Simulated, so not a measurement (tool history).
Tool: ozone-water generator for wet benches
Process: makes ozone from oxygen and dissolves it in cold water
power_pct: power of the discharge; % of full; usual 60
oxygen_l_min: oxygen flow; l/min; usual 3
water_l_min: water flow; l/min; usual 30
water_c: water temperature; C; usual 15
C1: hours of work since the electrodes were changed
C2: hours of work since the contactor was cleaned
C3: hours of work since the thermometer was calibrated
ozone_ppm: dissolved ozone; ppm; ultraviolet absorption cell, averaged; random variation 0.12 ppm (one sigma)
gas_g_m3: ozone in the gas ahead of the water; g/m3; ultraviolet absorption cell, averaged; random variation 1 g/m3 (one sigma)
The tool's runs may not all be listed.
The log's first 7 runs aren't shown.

Run 8, day 9.292: usual settings but water_l_min 20 l/min; C1 297; C2 3326; C3 1615. Result: ozone_ppm 16.8 ppm, gas_g_m3 180.5 g/m3.
Run 9, day 10.808: usual settings but water_l_min 20 l/min; C1 325; C2 3354; C3 1643. Result: ozone_ppm 16.5 ppm, gas_g_m3 180.2 g/m3.
Run 10, day 11.783: usual settings but water_l_min 20 l/min; C1 343; C2 3372; C3 1660. Result: ozone_ppm 16.5 ppm, gas_g_m3 180.4 g/m3.
Run 11, day 13.017: usual settings but water_l_min 20 l/min; C1 365; C2 3395; C3 1683. Result: ozone_ppm 16.7 ppm, gas_g_m3 180.8 g/m3.
Run 12, day 14.579: usual settings; C1 394; C2 3423; C3 1712. Result: ozone_ppm 11.6 ppm, gas_g_m3 180.6 g/m3.
Run 13, day 15.671: usual settings; C1 414; C2 3444; C3 1732. Result: ozone_ppm 11.5 ppm, gas_g_m3 181.6 g/m3.
Run 14, day 17.042: usual settings; C1 439; C2 3469; C3 1757. Result: ozone_ppm 11.6 ppm, gas_g_m3 179.4 g/m3.
Run 15, day 18.446: usual settings but water_c 23 C; C1 465; C2 3495; C3 1783. Result: ozone_ppm 10.8 ppm, gas_g_m3 180.5 g/m3.
Run 16, day 19.358: usual settings but water_c 23 C; C1 482; C2 3511; C3 1800. Result: ozone_ppm 10.8 ppm, gas_g_m3 181.8 g/m3.
Run 17, day 20.775: usual settings but water_c 23 C; C1 508; C2 3537; C3 1826. Result: ozone_ppm 10.7 ppm, gas_g_m3 181.7 g/m3.
Run 18, day 22.129: usual settings but power_pct 66 % of full, oxygen_l_min 1.87 l/min, water_l_min 19 l/min, water_c 8 C; C1 533; C2 3562; C3 1851. Result: ozone_ppm 16.3 ppm, gas_g_m3 233.1 g/m3.
Run 19, day 23.446: usual settings but water_l_min 37 l/min; C1 557; C2 3587; C3 1875. Result: ozone_ppm 9.5 ppm, gas_g_m3 178.4 g/m3.
Run 20, day 24.225: usual settings but water_l_min 37 l/min; C1 571; C2 3601; C3 1889. Result: ozone_ppm 9.8 ppm, gas_g_m3 181.9 g/m3.
Run 21, day 25.6: usual settings but power_pct 62 % of full, oxygen_l_min 4.66 l/min, water_l_min 26 l/min; C1 597; C2 3626; C3 1915. Result: ozone_ppm 15.2 ppm, gas_g_m3 151.9 g/m3.
Run 22, day 26.75: usual settings but power_pct 62 % of full, oxygen_l_min 4.66 l/min, water_l_min 26 l/min; C1 618; C2 3647; C3 1936. Result: ozone_ppm 15.2 ppm, gas_g_m3 153 g/m3.
Run 23, day 28.096: usual settings but power_pct 97 % of full, water_l_min 47 l/min; C1 643; C2 3672; C3 1961. Result: ozone_ppm 9.9 ppm, gas_g_m3 241.5 g/m3.
Run 24, day 29.271: usual settings but power_pct 40 % of full, oxygen_l_min 3.71 l/min, water_c 12 C; C1 664; C2 3694; C3 1982. Result: ozone_ppm 9.8 ppm, gas_g_m3 125.7 g/m3.
Run 25, day 30.521: usual settings but power_pct 91 % of full, oxygen_l_min 2.7 l/min; C1 687; C2 3717; C3 2005. Result: ozone_ppm 14.4 ppm, gas_g_m3 244 g/m3.
Run 26, day 31.858: usual settings but power_pct 89 % of full, oxygen_l_min 4.06 l/min, water_l_min 41 l/min; C1 712; C2 3741; C3 2030. Result: ozone_ppm 12.1 ppm, gas_g_m3 201 g/m3.
Run 27, day 33.4: usual settings but oxygen_l_min 1.82 l/min, water_l_min 18 l/min, water_c 7 C; C1 740; C2 3770; C3 2058. Result: ozone_ppm 16 ppm, gas_g_m3 219.9 g/m3.
Run 28, day 34.296: usual settings but power_pct 44 % of full, oxygen_l_min 4.56 l/min, water_l_min 29 l/min, water_c 8 C; C1 757; C2 3786; C3 2075. Result: ozone_ppm 11.9 ppm, gas_g_m3 124.3 g/m3.
Run 29, day 35.308: usual settings but power_pct 44 % of full, oxygen_l_min 4.56 l/min, water_l_min 29 l/min, water_c 8 C; C1 775; C2 3805; C3 2093. Result: ozone_ppm 12 ppm, gas_g_m3 124.4 g/m3.
Run 30, day 36.479: usual settings but power_pct 44 % of full, oxygen_l_min 4.56 l/min, water_l_min 29 l/min, water_c 8 C; C1 797; C2 3826; C3 2115. Result: ozone_ppm 11.5 ppm, gas_g_m3 123.3 g/m3.

Forecast run 31:
Run 31, day 37.146: usual settings but power_pct 98 % of full, oxygen_l_min 3.83 l/min, water_l_min 29 l/min, water_c 8 C; C1 809; C2 3839; C3 2127. Result: ozone_ppm ?, gas_g_m3 ?.

ozone_ppm: 18.4 ppm
gas_g_m3: 219.3 g/m3
Without the tool's hidden state the same run would have given ozone_ppm 19.7 ppm, gas_g_m3 226.3 g/m3.
